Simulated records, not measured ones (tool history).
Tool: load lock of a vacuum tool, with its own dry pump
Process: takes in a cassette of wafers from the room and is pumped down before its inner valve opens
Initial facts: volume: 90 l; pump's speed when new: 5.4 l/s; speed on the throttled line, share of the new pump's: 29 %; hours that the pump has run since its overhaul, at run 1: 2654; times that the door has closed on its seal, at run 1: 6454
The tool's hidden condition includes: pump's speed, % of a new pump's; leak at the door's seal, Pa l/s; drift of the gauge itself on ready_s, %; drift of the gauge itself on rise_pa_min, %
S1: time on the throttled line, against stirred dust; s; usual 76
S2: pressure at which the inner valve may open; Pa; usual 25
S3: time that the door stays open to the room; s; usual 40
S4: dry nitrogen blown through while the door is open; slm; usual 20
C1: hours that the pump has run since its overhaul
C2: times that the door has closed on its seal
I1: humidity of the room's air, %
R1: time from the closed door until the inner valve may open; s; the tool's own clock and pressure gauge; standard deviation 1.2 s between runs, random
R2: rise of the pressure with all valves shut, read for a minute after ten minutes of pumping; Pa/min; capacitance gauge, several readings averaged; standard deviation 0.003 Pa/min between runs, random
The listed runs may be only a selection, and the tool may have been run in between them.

run 1 hour=0.0 | S1=76 S2=25 S3=40 S4=20 | C1=2654 C2=6454 | I1=48.7 | R1=197.2 R2=0.056
run 2 hour=119.0 | S1=76 S2=38 S3=40 S4=20 | C1=2773 C2=6650 | I1=46.0 | R1=191.0 R2=0.064
run 3 hour=240.7 | S1=76 S2=38 S3=40 S4=20 | C1=2895 C2=6850 | I1=45.6 | R1=189.0 R2=0.055
run 4 hour=469.2 | S1=76 S2=38 S3=40 S4=20 | C1=3123 C2=7227 | I1=45.0 | R1=189.6 R2=0.064
run 5 hour=562.9 | S1=76 S2=25 S3=40 S4=20 | C1=3217 C2=7382 | I1=47.6 | R1=197.4 R2=0.071
run 6 hour=667.9 | S1=76 S2=25 S3=40 S4=28 | C1=3322 C2=7555 | I1=42.0 | R1=197.7 R2=0.069
run 7 hour=874.6 | S1=76 S2=25 S3=40 S4=28 | C1=3528 C2=7896 | I1=43.5 | R1=196.7 R2=0.074
run 8 hour=1054.2 | S1=57 S2=25 S3=40 S4=20 | C1=3708 C2=8192 | I1=47.3 | R1=185.6 R2=0.081
run 9 hour=1154.1 | S1=57 S2=25 S3=40 S4=20 | C1=3808 C2=8357 | I1=47.3 | R1=185.1 R2=0.081
run 10 hour=1363.9 | S1=76 S2=31 S3=40 S4=20 | C1=4018 C2=8703 | I1=45.3 | R1=195.4 R2=0.081
run 11 hour=1549.0 | S1=119 S2=25 S3=40 S4=20 | C1=4203 C2=9008 | I1=48.1 | R1=230.5 R2=0.088
run 12 hour=1733.7 | S1=76 S2=25 S3=40 S4=20 | C1=4388 C2=9313 | I1=43.8 | R1=199.6 R2=0.092
run 13 hour=1906.7 | S1=76 S2=25 S3=157 S4=20 | C1=4561 C2=9598 | I1=45.4 | R1=200.6 R2=0.105
run 14 hour=2044.8 | S1=76 S2=25 S3=40 S4=20 | C1=4699 C2=9826 | I1=46.6 | R1=199.1 R2=0.102
run 15 hour=2262.2 | S1=76 S2=25 S3=40 S4=20 | C1=4916 C2=10184 | I1=46.3 | R1=199.5 R2=0.099
run 16 hour=2360.7 | S1=76 S2=25 S3=35 S4=20 | C1=5015 C2=10347 | I1=44.0 | R1=200.6 R2=0.106
run 17 hour=2593.0 | S1=87 S2=25 S3=40 S4=20 | C1=5247 C2=10730 | I1=46.1 | R1=208.1 R2=0.111
run 18 hour=2825.4 | S1=72 S2=25 S3=40 S4=20 | C1=5479 C2=11113 | I1=46.7 | R1=199.8 R2=0.116
run 19 hour=2932.2 | S1=50 S2=26 S3=151 S4=11 | C1=5586 C2=11289 | I1=47.3 | R1=183.2 R2=0.141
run 20 hour=3096.9 | S1=50 S2=26 S3=151 S4=11 | C1=5751 C2=11561 | I1=45.5 | R1=181.4 R2=0.146
run 21 hour=3256.2 | S1=76 S2=21 S3=55 S4=21 | C1=5910 C2=11824 | I1=45.6 | R1=202.2 R2=0.137
run 22 hour=3375.4 | S1=76 S2=21 S3=55 S4=21 | C1=6029 C2=12020 | I1=39.2 | R1=205.1 R2=0.130
run 23 hour=3504.2 | S1=76 S2=45 S3=53 S4=4 | C1=6158 C2=12233 | I1=45.0 | R1=191.6 R2=0.142
run 24 hour=3695.9 | S1=76 S2=45 S3=53 S4=4 | C1=6350 C2=12549 | I1=49.9 | R1=191.1 R2=0.148
run 25 hour=3926.9 | S1=67 S2=45 S3=141 S4=20 | C1=6581 C2=12930 | I1=45.8 | R1=185.8 R2=0.157
run 26 hour=4061.8 | S1=67 S2=45 S3=141 S4=20 | C1=6716 C2=13152 | I1=48.1 | R1=186.2 R2=0.162
run 27 hour=4221.4 | S1=93 S2=25 S3=29 S4=6 | C1=6875 C2=13416 | I1=45.6 | R1=216.9 R2=0.154
run 28 hour=4316.1 | S1=93 S2=25 S3=29 S4=6 | C1=6970 C2=13572 | I1=45.4 | R1=215.4 R2=0.162
run 29 hour=4468.8 | S1=41 S2=45 S3=136 S4=10 | C1=7123 C2=13824 | I1=46.7 | R1=169.9 R2=0.176
run 30 hour=4591.9 | S1=96 S2=29 S3=33 S4=5 | C1=7246 C2=14027 | I1=46.4 | R1=215.6 R2=0.168
run 31 hour=4800.5 | S1=150 S2=27 S3=66 S4=18 | C1=7454 C2=14371 | I1=42.0 | R1=252.3 R2=0.172
run 32 hour=5001.4 | S1=103 S2=22 S3=96 S4=7 | C1=7655 C2=14702 | I1=43.7 | R1=224.9 R2=0.195
run 33 hour=5176.7 | S1=103 S2=18 S3=160 S4=7 | C1=7831 C2=14991 | I1=46.4 | R1=230.8 R2=0.215
run 34 hour=5314.3 | S1=103 S2=18 S3=160 S4=7 | C1=7968 C2=15218 | I1=42.3 | R1=232.3 R2=0.218
run 35 hour=5427.3 | S1=43 S2=25 S3=70 S4=20 | C1=8081 C2=15404 | I1=43.8 | R1=182.6 R2=0.184
run 36 hour=5586.0 | S1=43 S2=25 S3=70 S4=20 | C1=8240 C2=15666 | I1=45.1 | R1=184.9 R2=0.196

Alternative continuations, all from the tool just after run 36; predict every row:
run A hour=5789.1 | S1=54 S2=25 S3=40 S4=20 | C1=8443 C2=16001 | I1=42.0 | R1=? R2=?
run B hour=5789.1 | S1=76 S2=25 S3=97 S4=20 | C1=8443 C2=16001 | I1=45.9 | R1=? R2=?
run C hour=5789.1 | S1=43 S2=25 S3=70 S4=31 | C1=8443 C2=16001 | I1=44.8 | R1=? R2=?

run=A R1=191.1 R2=0.201
run=B R1=207.0 R2=0.215
run=C R1=183.3 R2=0.202
What these runs would have given with no unlogged condition in the tool:
run=A R1=177.0 R2=0.007
run=B R1=193.3 R2=0.023
run=C R1=168.5 R2=0.012
